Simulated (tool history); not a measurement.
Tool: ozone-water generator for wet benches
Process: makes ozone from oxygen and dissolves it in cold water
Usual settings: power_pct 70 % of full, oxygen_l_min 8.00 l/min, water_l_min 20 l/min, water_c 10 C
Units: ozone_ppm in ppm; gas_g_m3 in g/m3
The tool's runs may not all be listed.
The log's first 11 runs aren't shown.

run,hour,power_pct,oxygen_l_min,water_l_min,water_c,ozone_ppm,gas_g_m3
12,449.2,70,8.00,29,10,16.3,151.4
13,482.5,70,8.00,29,10,16.1,150.0
14,538.7,70,8.00,29,10,16.2,151.3
15,589.9,70,8.00,29,10,16.2,150.3
16,621.5,70,8.00,29,10,16.4,151.4
17,646.1,81,10.62,15,13,28.7,152.8
18,670.2,81,10.62,15,13,28.9,151.6
19,713.1,73,10.62,15,13,26.0,138.2
20,754.5,70,8.00,23,8,20.1,150.8
21,797.6,80,11.76,13,6,35.1,143.6
22,847.3,50,5.19,13,11,21.0,135.2
23,877.5,64,9.28,31,6,15.1,130.3
24,904.0,70,7.99,28,6,17.9,152.3
25,955.7,74,10.97,20,6,25.2,139.0
26,983.0,74,10.97,20,13,22.0,137.4
27,1031.9,45,8.00,20,17,13.0,100.2
28,1063.1,45,8.00,20,17,12.9,102.0
29,1107.7,70,8.57,20,10,22.0,147.0
30,1132.9,70,8.57,20,10,22.1,146.4
31,1175.2,70,7.74,30,10,15.6,155.2
32,1218.7,70,7.74,30,10,15.6,152.9

Forecast each of these 3 alternatives for the next run:
A,1266.0,70,7.74,30,11,?,?
B,1266.0,70,8.83,20,10,?,?
C,1266.0,42,7.74,22,10,?,?

run,ozone_ppm,gas_g_m3
A,15.4,153.5
B,22.1,145.8
C,12.9,94.5
Without the tool's hidden state the same runs would have given:
run,ozone_ppm,gas_g_m3
A,15.5,153.6
B,22.1,146.0
C,12.9,94.5

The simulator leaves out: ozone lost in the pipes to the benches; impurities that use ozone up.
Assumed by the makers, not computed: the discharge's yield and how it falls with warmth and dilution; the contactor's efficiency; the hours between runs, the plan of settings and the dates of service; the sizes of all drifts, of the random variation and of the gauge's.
